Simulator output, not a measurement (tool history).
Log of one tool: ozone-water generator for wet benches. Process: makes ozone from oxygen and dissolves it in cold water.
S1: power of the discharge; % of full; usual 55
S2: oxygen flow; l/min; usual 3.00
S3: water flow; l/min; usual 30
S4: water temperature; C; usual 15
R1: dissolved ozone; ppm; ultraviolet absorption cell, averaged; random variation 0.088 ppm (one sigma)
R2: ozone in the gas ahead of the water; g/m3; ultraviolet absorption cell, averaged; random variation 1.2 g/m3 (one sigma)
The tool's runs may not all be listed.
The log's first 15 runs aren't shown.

run 16 hour=1605.6 | S1=55 S2=3.00 S3=30 S4=15 | R1=8.74 R2=206.0
run 17 hour=1742.9 | S1=61 S2=3.00 S3=28 S4=15 | R1=10.03 R2=222.9
run 18 hour=1851.4 | S1=61 S2=3.21 S3=33 S4=15 | R1=8.41 R2=216.2
run 19 hour=1973.4 | S1=64 S2=3.00 S3=30 S4=15 | R1=9.68 R2=231.2
run 20 hour=2041.4 | S1=55 S2=4.21 S3=30 S4=15 | R1=9.71 R2=180.3
run 21 hour=2137.5 | S1=87 S2=2.91 S3=31 S4=21 | R1=11.16 R2=294.1
run 22 hour=2245.6 | S1=87 S2=2.91 S3=31 S4=21 | R1=11.07 R2=295.2
run 23 hour=2339.4 | S1=60 S2=3.10 S3=31 S4=21 | R1=8.55 R2=214.3
run 24 hour=2403.3 | S1=60 S2=3.10 S3=31 S4=21 | R1=8.47 R2=213.9
run 25 hour=2536.8 | S1=95 S2=1.89 S3=42 S4=16 | R1=7.35 R2=367.3
run 26 hour=2604.1 | S1=95 S2=1.89 S3=42 S4=11 | R1=7.53 R2=369.3
run 27 hour=2689.0 | S1=95 S2=1.89 S3=42 S4=11 | R1=7.62 R2=368.2
-- hour=2719.9 water thermometer calibrated
run 28 hour=2764.5 | S1=48 S2=2.77 S3=42 S4=17 | R1=5.09 R2=186.1
run 29 hour=2860.5 | S1=48 S2=2.77 S3=42 S4=17 | R1=5.10 R2=187.3
run 30 hour=2989.6 | S1=48 S2=2.77 S3=30 S4=18 | R1=7.19 R2=185.9
run 31 hour=3067.1 | S1=48 S2=2.77 S3=30 S4=18 | R1=7.19 R2=186.1
-- hour=3141.9 contactor cleaned
run 32 hour=3210.5 | S1=55 S2=3.00 S3=30 S4=15 | R1=8.56 R2=202.0

5 ways to go on from here, each from the tool as it stands after run 32. What would each give?
run A hour=3299.8 | S1=55 S2=3.00 S3=42 S4=15 | R1=? R2=?
run B hour=3299.8 | S1=55 S2=3.00 S3=26 S4=17 | R1=? R2=?
run C hour=3299.8 | S1=55 S2=1.74 S3=30 S4=8 | R1=? R2=?
run D hour=3299.8 | S1=55 S2=2.15 S3=30 S4=15 | R1=? R2=?
run E hour=3299.8 | S1=63 S2=3.00 S3=38 S4=15 | R1=? R2=?

run=A R1=6.13 R2=198.9
run=B R1=9.70 R2=200.4
run=C R1=7.10 R2=247.7
run=D R1=7.53 R2=229.6
run=E R1=7.63 R2=219.7
The same runs, with their run-to-run variation unchanged, on a tool lacking any hidden condition would have given:
run=A R1=6.84 R2=221.2
run=B R1=10.82 R2=223.0
run=C R1=7.91 R2=275.6
run=D R1=8.40 R2=255.3
run=E R1=8.63 R2=248.1

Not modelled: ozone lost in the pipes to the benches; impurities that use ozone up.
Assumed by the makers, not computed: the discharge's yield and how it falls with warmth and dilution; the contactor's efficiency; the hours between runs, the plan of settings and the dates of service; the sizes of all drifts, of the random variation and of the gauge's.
